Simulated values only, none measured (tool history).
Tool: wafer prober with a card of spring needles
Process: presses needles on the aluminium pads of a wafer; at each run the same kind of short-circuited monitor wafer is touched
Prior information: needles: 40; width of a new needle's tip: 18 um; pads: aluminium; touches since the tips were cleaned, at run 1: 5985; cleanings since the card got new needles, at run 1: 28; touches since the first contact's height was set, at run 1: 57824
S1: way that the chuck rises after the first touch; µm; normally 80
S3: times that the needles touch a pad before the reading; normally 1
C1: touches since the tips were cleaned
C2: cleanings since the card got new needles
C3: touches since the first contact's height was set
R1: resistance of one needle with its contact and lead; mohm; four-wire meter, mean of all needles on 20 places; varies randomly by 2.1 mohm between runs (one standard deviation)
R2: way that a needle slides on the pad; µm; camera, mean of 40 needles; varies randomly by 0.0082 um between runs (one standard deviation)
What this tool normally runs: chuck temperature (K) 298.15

{"run": 1, "hour": 0.0, "S1": 80, "chuck temperature (K)": 298.15, "S3": 1, "C1": 5985, "C2": 28, "C3": 57824, "R1": 226, "R2": 10.711}
{"hour": 5.6, "done": "tips cleaned on abrasive film"}
{"run": 2, "hour": 14.3, "S1": 80, "chuck temperature (K)": 298.15, "S3": 2, "C1": 4211, "C2": 29, "C3": 64666, "R1": 223, "R2": 10.741}
{"hour": 23.1, "done": "tips cleaned on abrasive film"}
{"run": 3, "hour": 26.6, "S1": 80, "chuck temperature (K)": 298.15, "S3": 2, "C1": 1690, "C2": 30, "C3": 70564, "R1": 224, "R2": 10.713}
{"hour": 42.1, "done": "tips cleaned on abrasive film"}
{"run": 4, "hour": 44.5, "S1": 80, "chuck temperature (K)": 298.15, "S3": 2, "C1": 1162, "C2": 31, "C3": 79109, "R1": 223, "R2": 10.719}
{"hour": 60.2, "done": "tips cleaned on abrasive film"}
{"run": 5, "hour": 61.6, "S1": 80, "chuck temperature (K)": 298.15, "S3": 2, "C1": 678, "C2": 32, "C3": 87306, "R1": 228, "R2": 10.734}
{"run": 6, "hour": 74.6, "S1": 80, "chuck temperature (K)": 298.15, "S3": 2, "C1": 6971, "C2": 32, "C3": 93599, "R1": 226, "R2": 10.727}
{"hour": 77.5, "done": "tips cleaned on abrasive film"}
{"run": 7, "hour": 91.6, "S1": 80, "chuck temperature (K)": 298.15, "S3": 1, "C1": 6760, "C2": 33, "C3": 101703, "R1": 227, "R2": 10.706}
{"hour": 95.8, "done": "tips cleaned on abrasive film"}
{"run": 8, "hour": 111.7, "S1": 80, "chuck temperature (K)": 298.15, "S3": 1, "C1": 7706, "C2": 34, "C3": 111384, "R1": 225, "R2": 10.717}
{"hour": 113.2, "done": "tips cleaned on abrasive film"}
{"run": 9, "hour": 124.0, "S1": 80, "chuck temperature (K)": 298.15, "S3": 1, "C1": 5183, "C2": 35, "C3": 117244, "R1": 226, "R2": 10.727}
{"hour": 130.6, "done": "tips cleaned on abrasive film"}
{"run": 10, "hour": 135.2, "S1": 80, "chuck temperature (K)": 298.15, "S3": 2, "C1": 2242, "C2": 36, "C3": 122614, "R1": 225, "R2": 10.727}
{"hour": 148.8, "done": "tips cleaned on abrasive film"}
{"run": 11, "hour": 154.5, "S1": 80, "chuck temperature (K)": 298.15, "S3": 2, "C1": 2752, "C2": 37, "C3": 131849, "R1": 226, "R2": 10.729}
{"hour": 167.1, "done": "tips cleaned on abrasive film"}
{"run": 12, "hour": 170.5, "S1": 80, "chuck temperature (K)": 298.15, "S3": 2, "C1": 1600, "C2": 38, "C3": 139481, "R1": 227, "R2": 10.729}
{"run": 13, "hour": 181.6, "S1": 94, "chuck temperature (K)": 298.15, "S3": 2, "C1": 6984, "C2": 38, "C3": 144865, "R1": 222, "R2": 12.607}
{"hour": 185.2, "done": "tips cleaned on abrasive film"}
{"run": 14, "hour": 199.3, "S1": 61, "chuck temperature (K)": 298.15, "S3": 1, "C1": 6827, "C2": 39, "C3": 153351, "R1": 230, "R2": 8.188}
{"hour": 202.5, "done": "tips cleaned on abrasive film"}
{"run": 15, "hour": 213.1, "S1": 80, "chuck temperature (K)": 298.15, "S3": 1, "C1": 5140, "C2": 40, "C3": 159959, "R1": 227, "R2": 10.736}
{"hour": 221.2, "done": "tips cleaned on abrasive film"}
{"run": 16, "hour": 225.6, "S1": 98, "chuck temperature (K)": 323.15, "S3": 1, "C1": 2112, "C2": 41, "C3": 165891, "R1": 230, "R2": 13.135}
{"run": 17, "hour": 235.9, "S1": 98, "chuck temperature (K)": 320.15, "S3": 1, "C1": 7096, "C2": 41, "C3": 170875, "R1": 231, "R2": 13.124}
{"hour": 238.6, "done": "tips cleaned on abrasive film"}
{"run": 18, "hour": 245.2, "S1": 80, "chuck temperature (K)": 362.15, "S3": 2, "C1": 3182, "C2": 42, "C3": 175327, "R1": 239, "R2": 10.722}
{"hour": 257.4, "done": "tips cleaned on abrasive film"}
{"run": 19, "hour": 257.4, "S1": 64, "chuck temperature (K)": 298.15, "S3": 2, "C1": 38, "C2": 43, "C3": 181159, "R1": 231, "R2": 8.576}
{"run": 20, "hour": 267.1, "S1": 80, "chuck temperature (K)": 311.15, "S3": 1, "C1": 4706, "C2": 43, "C3": 185827, "R1": 230, "R2": 10.735}
{"hour": 274.7, "done": "tips cleaned on abrasive film"}
{"run": 21, "hour": 285.3, "S1": 100, "chuck temperature (K)": 298.15, "S3": 2, "C1": 5106, "C2": 44, "C3": 194533, "R1": 223, "R2": 13.401}
{"hour": 293.0, "done": "tips cleaned on abrasive film"}
{"run": 22, "hour": 296.3, "S1": 80, "chuck temperature (K)": 379.15, "S3": 1, "C1": 1604, "C2": 45, "C3": 199799, "R1": 252, "R2": 10.723}
{"hour": 310.5, "done": "tips cleaned on abrasive film"}
{"run": 23, "hour": 310.5, "S1": 70, "chuck temperature (K)": 303.15, "S3": 1, "C1": 0, "C2": 46, "C3": 206605, "R1": 228, "R2": 9.387}
{"hour": 327.9, "done": "tips cleaned on abrasive film"}
{"run": 24, "hour": 330.4, "S1": 70, "chuck temperature (K)": 303.15, "S3": 1, "C1": 1173, "C2": 47, "C3": 216113, "R1": 230, "R2": 9.379}
{"hour": 344.6, "done": "height of the first contact set anew"}
{"hour": 345.8, "done": "tips cleaned on abrasive film"}
{"run": 25, "hour": 350.5, "S1": 70, "chuck temperature (K)": 303.15, "S3": 1, "C1": 2295, "C2": 48, "C3": 2789, "R1": 227, "R2": 9.392}
{"hour": 364.3, "done": "tips cleaned on abrasive film"}
{"run": 26, "hour": 371.0, "S1": 80, "chuck temperature (K)": 339.15, "S3": 1, "C1": 3207, "C2": 49, "C3": 12583, "R1": 239, "R2": 10.733}
{"hour": 381.9, "done": "tips cleaned on abrasive film"}
{"run": 27, "hour": 385.1, "S1": 80, "chuck temperature (K)": 386.15, "S3": 3, "C1": 1515, "C2": 50, "C3": 19337, "R1": 249, "R2": 10.726}
{"hour": 399.6, "done": "tips cleaned on abrasive film"}
{"run": 28, "hour": 399.6, "S1": 80, "chuck temperature (K)": 386.15, "S3": 3, "C1": 0, "C2": 51, "C3": 26270, "R1": 247, "R2": 10.727}
{"run": 29, "hour": 409.0, "S1": 95, "chuck temperature (K)": 298.15, "S3": 1, "C1": 4544, "C2": 51, "C3": 30814, "R1": 220, "R2": 12.738}

What if the next run were any one of these 4? Each begins from the tool's condition after run 29:
{"hour": 417.3, "done": "tips cleaned on abrasive film"}
{"run": "A", "hour": 420.4, "S1": 84, "chuck temperature (K)": 317.15, "S3": 2, "C1": 1476, "C2": 52, "C3": 36257, "R1": "?", "R2": "?"}
{"hour": 417.3, "done": "tips cleaned on abrasive film"}
{"run": "B", "hour": 420.4, "S1": 80, "chuck temperature (K)": 309.15, "S3": 1, "C1": 1476, "C2": 52, "C3": 36257, "R1": "?", "R2": "?"}
{"hour": 417.3, "done": "tips cleaned on abrasive film"}
{"run": "C", "hour": 420.4, "S1": 61, "chuck temperature (K)": 334.15, "S3": 1, "C1": 1476, "C2": 52, "C3": 36257, "R1": "?", "R2": "?"}
{"hour": 417.3, "done": "tips cleaned on abrasive film"}
{"run": "D", "hour": 420.4, "S1": 77, "chuck temperature (K)": 298.15, "S3": 1, "C1": 1476, "C2": 52, "C3": 36257, "R1": "?", "R2": "?"}

run=A R1=234 R2=11.255
run=B R1=231 R2=10.731
run=C R1=238 R2=8.185
run=D R1=225 R2=10.326
Without the tool's unlogged condition, the same runs would have read:
run=A R1=233 R2=11.256
run=B R1=231 R2=10.731
run=C R1=237 R2=8.186
run=D R1=225 R2=10.326
